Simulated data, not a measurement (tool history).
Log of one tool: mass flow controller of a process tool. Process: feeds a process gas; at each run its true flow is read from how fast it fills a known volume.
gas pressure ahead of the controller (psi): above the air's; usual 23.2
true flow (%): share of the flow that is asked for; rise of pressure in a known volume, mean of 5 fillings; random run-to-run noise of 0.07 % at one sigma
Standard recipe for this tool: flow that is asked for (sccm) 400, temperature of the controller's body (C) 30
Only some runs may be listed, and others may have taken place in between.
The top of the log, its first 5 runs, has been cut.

run	hour	flow that is asked for (sccm)	gas pressure ahead of the controller (psi)	temperature of the controller's body (C)	true flow (%)
6	1531.5	400	23.2	28	94.11
# hour 1729.4: controller exchanged for a calibrated one
7	1917.9	400	23.2	28	99.16
8	2139.8	400	23.2	28	98.92
9	2312.5	400	23.2	30	98.65
10	2623.5	400	23.2	30	98.69
11	2871.0	169	23.2	30	97.77
12	3179.2	169	23.2	30	97.40
13	3501.0	169	23.2	30	97.11
14	3868.0	169	23.2	30	96.92
15	4156.5	400	23.2	30	97.90
16	4375.2	400	23.2	30	97.94
17	4701.0	400	23.2	30	97.71
18	5077.2	479	34.5	25	97.62
19	5431.2	479	34.5	25	97.51
20	5806.9	321	24.4	38	96.28
21	6099.3	321	24.4	38	96.07
22	6434.6	321	24.4	38	95.83
23	6700.4	321	30.2	38	95.44
24	7081.0	135	20.7	36	92.76
25	7281.9	135	23.1	36	92.37
26	7535.6	400	24.2	24	96.58
27	7856.7	400	24.2	24	96.39

Run 28 has not been measured yet. What should we expect?
28	8202.9	400	24.2	24	?

For run 28 the tool returned true flow (%) 96.28.
Minus the tool's unlogged condition, the same run would have read true flow (%) 99.44.

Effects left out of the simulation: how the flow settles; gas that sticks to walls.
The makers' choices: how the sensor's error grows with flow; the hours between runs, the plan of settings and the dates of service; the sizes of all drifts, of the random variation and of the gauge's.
